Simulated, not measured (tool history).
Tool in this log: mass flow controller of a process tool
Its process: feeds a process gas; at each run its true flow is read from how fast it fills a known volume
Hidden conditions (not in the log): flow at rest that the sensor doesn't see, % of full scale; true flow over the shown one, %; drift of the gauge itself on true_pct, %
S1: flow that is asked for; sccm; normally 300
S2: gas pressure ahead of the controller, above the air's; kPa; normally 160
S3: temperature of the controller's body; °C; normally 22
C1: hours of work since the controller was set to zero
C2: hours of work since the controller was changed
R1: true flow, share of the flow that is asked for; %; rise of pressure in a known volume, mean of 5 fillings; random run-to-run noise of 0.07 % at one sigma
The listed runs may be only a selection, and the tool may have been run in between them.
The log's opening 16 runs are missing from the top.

{"run": 17, "hour": 1150.4, "S1": 300, "S2": 160, "S3": 22, "C1": 63, "C2": 781, "R1": 98.6}
{"run": 18, "hour": 1213.2, "S1": 111, "S2": 180, "S3": 21, "C1": 85, "C2": 802, "R1": 98.3}
{"run": 19, "hour": 1278.9, "S1": 155, "S2": 181, "S3": 22, "C1": 107, "C2": 825, "R1": 98.56}
{"run": 20, "hour": 1351.6, "S1": 155, "S2": 181, "S3": 22, "C1": 132, "C2": 850, "R1": 98.3}
{"run": 21, "hour": 1435.7, "S1": 200, "S2": 154, "S3": 34, "C1": 161, "C2": 878, "R1": 97.95}
{"run": 22, "hour": 1495.6, "S1": 854, "S2": 158, "S3": 23, "C1": 181, "C2": 899, "R1": 100.36}
{"run": 23, "hour": 1537.2, "S1": 738, "S2": 177, "S3": 37, "C1": 196, "C2": 913, "R1": 99.28}
{"run": 24, "hour": 1591.4, "S1": 300, "S2": 182, "S3": 33, "C1": 214, "C2": 932, "R1": 98.48}
{"run": 25, "hour": 1659.4, "S1": 300, "S2": 182, "S3": 33, "C1": 237, "C2": 955, "R1": 98.24}
{"run": 26, "hour": 1711.5, "S1": 630, "S2": 210, "S3": 27, "C1": 255, "C2": 973, "R1": 99.47}
{"run": 27, "hour": 1798.8, "S1": 734, "S2": 201, "S3": 33, "C1": 285, "C2": 1003, "R1": 99.65}
{"run": 28, "hour": 1864.7, "S1": 288, "S2": 192, "S3": 22, "C1": 308, "C2": 1025, "R1": 98.9}
{"run": 29, "hour": 1959.2, "S1": 300, "S2": 277, "S3": 22, "C1": 340, "C2": 1058, "R1": 98.7}
{"run": 30, "hour": 2041.5, "S1": 158, "S2": 277, "S3": 30, "C1": 368, "C2": 1086, "R1": 98.14}
{"run": 31, "hour": 2107.3, "S1": 197, "S2": 273, "S3": 20, "C1": 391, "C2": 1108, "R1": 98.71}
{"run": 32, "hour": 2183.4, "S1": 434, "S2": 277, "S3": 23, "C1": 417, "C2": 1134, "R1": 98.96}
{"run": 33, "hour": 2252.4, "S1": 434, "S2": 268, "S3": 23, "C1": 440, "C2": 1158, "R1": 99.03}

Branching from run 33: 4 alternative next runs. What would each branch give?
{"run": "A", "hour": 2324.1, "S1": 190, "S2": 277, "S3": 23, "C1": 465, "C2": 1182, "R1": "?"}
{"run": "B", "hour": 2324.1, "S1": 434, "S2": 268, "S3": 39, "C1": 465, "C2": 1182, "R1": "?"}
{"run": "C", "hour": 2324.1, "S1": 136, "S2": 245, "S3": 20, "C1": 465, "C2": 1182, "R1": "?"}
{"run": "D", "hour": 2324.1, "S1": 109, "S2": 236, "S3": 29, "C1": 465, "C2": 1182, "R1": "?"}

run=A R1=98.62
run=B R1=98.36
run=C R1=98.84
run=D R1=98.3
With the hidden condition removed and each run's random variation left untouched, the same runs would have given:
run=A R1=97.58
run=B R1=97.54
run=C R1=97.65
run=D R1=96.99

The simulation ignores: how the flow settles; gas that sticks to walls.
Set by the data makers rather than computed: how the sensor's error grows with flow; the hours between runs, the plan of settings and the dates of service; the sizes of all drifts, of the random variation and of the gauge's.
